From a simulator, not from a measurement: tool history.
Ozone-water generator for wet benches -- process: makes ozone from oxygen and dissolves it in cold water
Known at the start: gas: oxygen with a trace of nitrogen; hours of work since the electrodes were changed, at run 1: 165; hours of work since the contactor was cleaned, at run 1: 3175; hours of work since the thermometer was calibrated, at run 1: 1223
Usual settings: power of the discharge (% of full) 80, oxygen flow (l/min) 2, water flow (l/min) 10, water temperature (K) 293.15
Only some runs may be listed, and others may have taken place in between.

| run | hour | power of the discharge (% of full) | oxygen flow (l/min) | water flow (l/min) | water temperature (K) | hours of work since the electrodes were changed | hours of work since the contactor was cleaned | hours of work since the thermometer was calibrated | dissolved ozone (ppm) | ozone in the gas ahead of the water (g/m3) |
|---|---|---|---|---|---|---|---|---|---|---|
| 1 | 0 | 80 | 2 | 10 | 293.15 | 165 | 3175 | 1223 | 18.1 | 201.1 |
| 2 | 85.1 | 80 | 2 | 10 | 293.15 | 245 | 3254 | 1302 | 18.1 | 202 |
| 3 | 182.9 | 80 | 2 | 10 | 293.15 | 336 | 3346 | 1394 | 18.1 | 203.8 |
| 4 | 317 | 80 | 2 | 10 | 293.15 | 461 | 3471 | 1519 | 17.7 | 199.5 |
| 5 | 410 | 80 | 2 | 10 | 293.15 | 548 | 3558 | 1605 | 17.5 | 201.1 |
| 6 | 490.7 | 80 | 2 | 10 | 293.15 | 623 | 3633 | 1681 | 17.4 | 199.7 |
| 7 | 561.7 | 80 | 2 | 12 | 293.15 | 690 | 3699 | 1747 | 14.9 | 198.9 |
| 8 | 621.3 | 80 | 2 | 12 | 293.15 | 745 | 3755 | 1803 | 15.2 | 199 |
| 9 | 759 | 80 | 1.09 | 14 | 293.15 | 874 | 3883 | 1931 | 12.4 | 300.8 |
| 10 | 841.9 | 80 | 1.09 | 14 | 293.15 | 951 | 3961 | 2009 | 12.2 | 300.7 |
| 11 | 934.5 | 80 | 1.09 | 14 | 293.15 | 1038 | 4047 | 2095 | 12.4 | 298.9 |
| 12 | 1032.8 | 41 | 1.28 | 8 | 299.15 | 1129 | 4139 | 2187 | 12 | 162.4 |
| 13 | 1170 | 93 | 1.28 | 7 | 299.15 | 1257 | 4267 | 2315 | 25.4 | 295.4 |
| 14 | 1241.9 | 93 | 1.99 | 7 | 299.15 | 1325 | 4334 | 2382 | 22.6 | 220.2 |
| 15 | 1327 | 93 | 1.99 | 7 | 299.15 | 1404 | 4414 | 2462 | 22.9 | 219.2 |

Here are 3 independent what-if runs from the current tool condition. What would each one return?
| A | 1437.2 | 93 | 1.65 | 7 | 298.15 | 1507 | 4517 | 2564 | ? | ? |
| B | 1437.2 | 79 | 2.85 | 7 | 290.15 | 1507 | 4517 | 2564 | ? | ? |
| C | 1437.2 | 40 | 1.99 | 7 | 299.15 | 1507 | 4517 | 2564 | ? | ? |

| run | dissolved ozone (ppm) | ozone in the gas ahead of the water (g/m3) |
|---|---|---|
| A | 24 | 248.1 |
| B | 21.6 | 149.1 |
| C | 12.3 | 115.6 |
Without the tool's unlogged condition, the same runs would have read:
| run | dissolved ozone (ppm) | ozone in the gas ahead of the water (g/m3) |
|---|---|---|
| A | 27.2 | 261.2 |
| B | 24.4 | 156.1 |
| C | 13.6 | 118.4 |
